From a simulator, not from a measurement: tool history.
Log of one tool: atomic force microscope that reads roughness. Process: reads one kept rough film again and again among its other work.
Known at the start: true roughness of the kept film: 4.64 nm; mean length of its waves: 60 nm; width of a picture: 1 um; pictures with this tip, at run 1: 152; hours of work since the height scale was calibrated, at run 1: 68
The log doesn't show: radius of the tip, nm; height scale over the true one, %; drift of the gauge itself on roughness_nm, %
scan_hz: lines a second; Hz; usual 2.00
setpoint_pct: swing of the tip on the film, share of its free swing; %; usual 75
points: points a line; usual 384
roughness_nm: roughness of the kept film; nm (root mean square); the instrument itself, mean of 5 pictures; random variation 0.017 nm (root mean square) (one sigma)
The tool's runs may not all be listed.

run,hour,scan_hz,setpoint_pct,points,pictures with this tip,hours of work since the height scale was calibrated,roughness_nm
1,0.0,2.00,75,384,152,68,3.975
2,18.3,2.00,62,384,191,80,4.036
3,35.7,2.00,75,548,229,92,3.829
# hour 42.9: new tip fitted
4,49.2,2.00,75,384,14,100,4.247
5,60.6,2.00,75,384,39,108,4.197
6,84.3,2.00,75,384,90,124,4.085
7,98.9,2.00,75,384,122,134,4.015
8,111.2,2.00,75,384,149,142,3.999
9,125.5,2.00,81,559,180,152,3.854
10,138.6,2.00,81,559,208,161,3.851
# hour 155.2: new tip fitted
11,155.2,2.00,65,559,0,171,4.372
12,175.3,0.52,72,380,44,185,4.390
13,190.7,0.52,72,380,77,195,4.331
14,207.2,0.52,72,380,113,206,4.257
15,217.1,0.52,65,380,134,213,4.265
16,237.3,0.52,65,380,178,227,4.205

The same runs without the tool's hidden state, with the same run-to-run variation:
run,roughness_nm
1,4.254
2,4.383
3,4.212
4,4.271
5,4.259
6,4.226
7,4.204
8,4.231
9,4.123
10,4.165
11,4.365
12,4.465
13,4.459
14,4.444
15,4.486
16,4.499

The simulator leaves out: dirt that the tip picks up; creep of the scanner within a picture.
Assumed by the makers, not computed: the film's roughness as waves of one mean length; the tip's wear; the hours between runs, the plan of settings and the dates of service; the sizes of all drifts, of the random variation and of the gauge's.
